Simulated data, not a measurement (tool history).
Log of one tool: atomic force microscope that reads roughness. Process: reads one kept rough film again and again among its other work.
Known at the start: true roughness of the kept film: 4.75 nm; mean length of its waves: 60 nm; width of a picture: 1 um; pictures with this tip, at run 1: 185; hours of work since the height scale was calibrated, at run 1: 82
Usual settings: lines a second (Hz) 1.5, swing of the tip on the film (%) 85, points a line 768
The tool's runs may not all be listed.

run   hour  lines a second (Hz)  swing of the tip on the film (%)  points a line  pictures with this tip  hours of work since the height scale was calibrated  roughness of the kept film (nm (root mean square))
  1      0                  1.5                                85            768                     185                                                   82                                               3.832
  2   10.5                  1.5                                85            768                     209                                                   90                                               3.778
      19.9  -- new tip fitted
  3   21.5                  1.5                                85            768                       3                                                   98                                               4.217
  4   37.2                  1.5                                72            768                      39                                                  110                                               4.274
  5   53.8                 0.61                                85            768                      77                                                  123                                               4.238
  6   70.7                 0.61                                85            768                     115                                                  136                                               4.154
  7   80.9                  1.5                                85            768                     138                                                  144                                               3.931
  8   88.9                  1.5                                85            768                     157                                                  150                                               3.911
  9  102.6                  1.5                                85            768                     188                                                  160                                               3.856
 10  112.3                 0.54                                72            439                     210                                                  168                                               4.006
       121  -- new tip fitted
 11    125                 3.82                                68            312                       9                                                  177                                               4.136
 12  133.5                 3.82                                68            312                      29                                                  184                                               4.107
 13  148.5                 2.38                                79            270                      63                                                  195                                               3.984

Estimate the outcome of run 14 from the log above:
 14  155.7                 1.57                                61            768                      79                                                  201                                                   ?

{"run 14": {"roughness of the kept film (nm (root mean square))": 4.248}}
Take away the tool's hidden state, keep the run-to-run variation as it was, and the same run would have given roughness of the kept film (nm (root mean square)) 4.434.
